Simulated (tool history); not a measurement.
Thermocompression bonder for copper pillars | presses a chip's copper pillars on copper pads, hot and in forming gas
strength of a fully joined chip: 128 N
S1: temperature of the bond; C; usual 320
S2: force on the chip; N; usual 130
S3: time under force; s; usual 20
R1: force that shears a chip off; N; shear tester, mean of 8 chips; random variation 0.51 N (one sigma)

run	hour	S1	S2	S3	R1
1	0.0	320	130	20	74.9
2	9.1	320	130	20	75.4
3	15.5	320	130	20	74.7
4	22.4	320	130	20	74.8
5	37.5	320	130	20	73.9
6	50.4	320	130	20	74.0
7	57.1	320	130	20	74.7
8	69.8	320	130	20	74.3
9	81.1	320	130	20	74.4
10	90.3	320	130	20	73.5
11	102.5	320	130	20	74.3
12	109.0	320	131	20	74.1
# hour 112.4: heater calibrated with a thermocouple chip
13	119.0	320	131	20	77.1
14	133.5	320	131	20	76.3
15	140.4	320	131	20	75.9
16	147.3	320	131	20	76.1
# hour 150.4: heater calibrated with a thermocouple chip, once more
17	157.1	320	131	20	69.7
# hour 165.1: forming gas filter changed
18	169.2	320	131	20	76.8
19	177.2	320	131	20	76.3
20	184.6	339	149	20	94.4
21	192.2	311	87	20	52.3
22	201.9	337	130	20	86.3
23	212.2	312	157	30	89.5
24	225.6	312	138	55	96.1
25	234.6	292	93	55	64.9
26	243.7	292	93	55	64.5
27	257.3	292	93	55	64.4

The next listed run, before its measurement:
28	264.1	325	93	55	?

{"run 28": {"R1": 85.5}}
Without the tool's hidden state the same run would have given R1 86.5 N.
